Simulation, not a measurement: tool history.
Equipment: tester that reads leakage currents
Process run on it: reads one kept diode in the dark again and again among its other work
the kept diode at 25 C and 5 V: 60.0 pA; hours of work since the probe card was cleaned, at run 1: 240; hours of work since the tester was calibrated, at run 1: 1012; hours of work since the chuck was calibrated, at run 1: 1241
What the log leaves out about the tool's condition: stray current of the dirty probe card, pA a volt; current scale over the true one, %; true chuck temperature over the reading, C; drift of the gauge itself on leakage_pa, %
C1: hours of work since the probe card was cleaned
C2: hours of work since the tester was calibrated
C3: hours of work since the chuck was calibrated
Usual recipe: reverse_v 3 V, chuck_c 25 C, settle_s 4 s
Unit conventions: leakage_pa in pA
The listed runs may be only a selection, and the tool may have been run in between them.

run 1 hour=0 | reverse_v=3 chuck_c=25 settle_s=4 | C1=240 C2=1012 C3=1241 | leakage_pa=47.96
run 2 hour=156.5 | reverse_v=3 chuck_c=25 settle_s=4 | C1=321 C2=1093 C3=1322 | leakage_pa=47.75
run 3 hour=232.7 | reverse_v=3 chuck_c=25 settle_s=5.92 | C1=361 C2=1132 C3=1362 | leakage_pa=47.62
run 4 hour=381.3 | reverse_v=3 chuck_c=25 settle_s=4 | C1=438 C2=1210 C3=1439 | leakage_pa=48.04
run 5 hour=538.4 | reverse_v=11.97 chuck_c=25 settle_s=4 | C1=519 C2=1291 C3=1521 | leakage_pa=90.46
run 6 hour=672.2 | reverse_v=15.07 chuck_c=25 settle_s=4 | C1=589 C2=1361 C3=1590 | leakage_pa=100.47
run 7 hour=811.5 | reverse_v=15.07 chuck_c=25 settle_s=4 | C1=661 C2=1433 C3=1662 | leakage_pa=100.19
run 8 hour=883.2 | reverse_v=1.1 chuck_c=25 settle_s=4 | C1=698 C2=1470 C3=1700 | leakage_pa=30.34
run 9 hour=964.7 | reverse_v=1.1 chuck_c=25 settle_s=4 | C1=740 C2=1512 C3=1742 | leakage_pa=30.39
run 10 hour=1039.9 | reverse_v=3 chuck_c=25 settle_s=4 | C1=779 C2=1551 C3=1781 | leakage_pa=47.57
run 11 hour=1183.8 | reverse_v=1.25 chuck_c=25 settle_s=4 | C1=854 C2=1626 C3=1856 | leakage_pa=32.12
run 12 hour=1311.7 | reverse_v=1.25 chuck_c=25 settle_s=4 | C1=921 C2=1692 C3=1922 | leakage_pa=32.16
run 13 hour=1458.7 | reverse_v=3 chuck_c=25 settle_s=4 | C1=997 C2=1769 C3=1998 | leakage_pa=47.79
run 14 hour=1603.6 | reverse_v=3.41 chuck_c=25 settle_s=4 | C1=1072 C2=1844 C3=2073 | leakage_pa=50.85
run 15 hour=1703.1 | reverse_v=18.51 chuck_c=25 settle_s=2.05 | C1=1124 C2=1896 C3=2125 | leakage_pa=111.59
-- hour=1789.8 chuck's temperature calibrated
run 16 hour=1840.7 | reverse_v=2.94 chuck_c=49 settle_s=4 | C1=1194 C2=1966 C3=26 | leakage_pa=336.82
run 17 hour=1983.8 | reverse_v=1.98 chuck_c=25 settle_s=4 | C1=1268 C2=2040 C3=101 | leakage_pa=39.68
run 18 hour=2131.6 | reverse_v=1.98 chuck_c=25 settle_s=4 | C1=1345 C2=2117 C3=177 | leakage_pa=39.52
run 19 hour=2293.9 | reverse_v=3.32 chuck_c=26 settle_s=0.48 | C1=1429 C2=2201 C3=262 | leakage_pa=56.58
run 20 hour=2378.6 | reverse_v=1.11 chuck_c=37 settle_s=3.04 | C1=1473 C2=2245 C3=306 | leakage_pa=84.56
run 21 hour=2479.7 | reverse_v=5.18 chuck_c=43 settle_s=1.95 | C1=1526 C2=2297 C3=358 | leakage_pa=277.1

What will run 22 give?
-- hour=2575.8 tester calibrated
run 22 hour=2633.9 | reverse_v=5.18 chuck_c=43 settle_s=1.95 | C1=1605 C2=30 C3=437 | leakage_pa=?

{"run 22": {"leakage_pa": 274.1}}
Had the tool carried no hidden state, the very same run would have given leakage_pa 274.12 pA.

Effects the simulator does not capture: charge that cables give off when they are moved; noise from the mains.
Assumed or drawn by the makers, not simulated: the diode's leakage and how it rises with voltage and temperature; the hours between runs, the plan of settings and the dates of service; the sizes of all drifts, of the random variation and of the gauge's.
